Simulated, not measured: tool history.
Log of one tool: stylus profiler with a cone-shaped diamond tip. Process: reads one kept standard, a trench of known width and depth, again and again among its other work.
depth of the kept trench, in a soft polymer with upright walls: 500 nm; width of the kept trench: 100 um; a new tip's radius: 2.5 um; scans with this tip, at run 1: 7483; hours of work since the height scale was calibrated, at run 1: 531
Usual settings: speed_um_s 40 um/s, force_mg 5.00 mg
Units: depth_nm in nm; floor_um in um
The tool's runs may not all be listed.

run,hour,speed_um_s,force_mg,scans with this tip,hours of work since the height scale was calibrated,depth_nm,floor_um
1,0.0,40,5.00,7483,531,513.15,96.89
2,40.6,40,5.00,7919,562,513.15,96.86
3,100.6,40,5.00,8563,607,513.42,96.88
4,139.6,40,2.63,8981,637,508.71,96.85
5,194.3,40,7.14,9568,678,517.03,96.94
6,237.7,40,7.14,10034,711,516.90,96.91
7,275.6,40,1.75,10441,740,506.47,96.87
8,319.0,132,5.00,10906,773,513.09,96.60
9,377.1,40,5.72,11530,818,514.38,96.93
10,409.2,40,5.72,11874,842,514.46,96.91
11,478.5,40,5.72,12618,895,514.50,96.96
12,513.1,40,5.72,12990,921,514.29,96.91
13,579.1,40,5.72,13697,971,514.51,96.92
14,629.1,51,4.48,14234,1009,512.31,96.85
15,685.0,51,4.48,14834,1052,512.58,96.84
16,750.5,40,2.01,15537,1102,507.29,96.83
17,813.2,15,2.59,16210,1149,508.43,96.97
18,858.5,12,5.16,16696,1184,513.54,96.95
19,903.2,16,8.83,17175,1218,519.54,96.98
20,934.8,19,2.06,17515,1242,507.68,96.94
21,986.8,52,5.02,18073,1282,513.23,96.88
22,1041.9,52,5.02,18663,1323,513.24,96.88
23,1084.2,52,5.02,19117,1356,513.37,96.86

5 ways to go on from here, each from the tool as it stands after run 23. What would each give?
A,1117.2,11,5.02,19471,1381,?,?
B,1117.2,146,14.29,19471,1381,?,?
C,1117.2,26,5.26,19471,1381,?,?
D,1117.2,36,5.00,19471,1381,?,?
E,1117.2,64,5.00,19471,1381,?,?

run,depth_nm,floor_um
A,513.61,96.98
B,526.72,96.76
C,513.68,96.92
D,513.14,96.88
E,513.05,96.78
Without the tool's hidden state the same runs would have given:
run,depth_nm,floor_um
A,513.63,96.99
B,526.74,96.77
C,513.70,96.93
D,513.16,96.89
E,513.07,96.79

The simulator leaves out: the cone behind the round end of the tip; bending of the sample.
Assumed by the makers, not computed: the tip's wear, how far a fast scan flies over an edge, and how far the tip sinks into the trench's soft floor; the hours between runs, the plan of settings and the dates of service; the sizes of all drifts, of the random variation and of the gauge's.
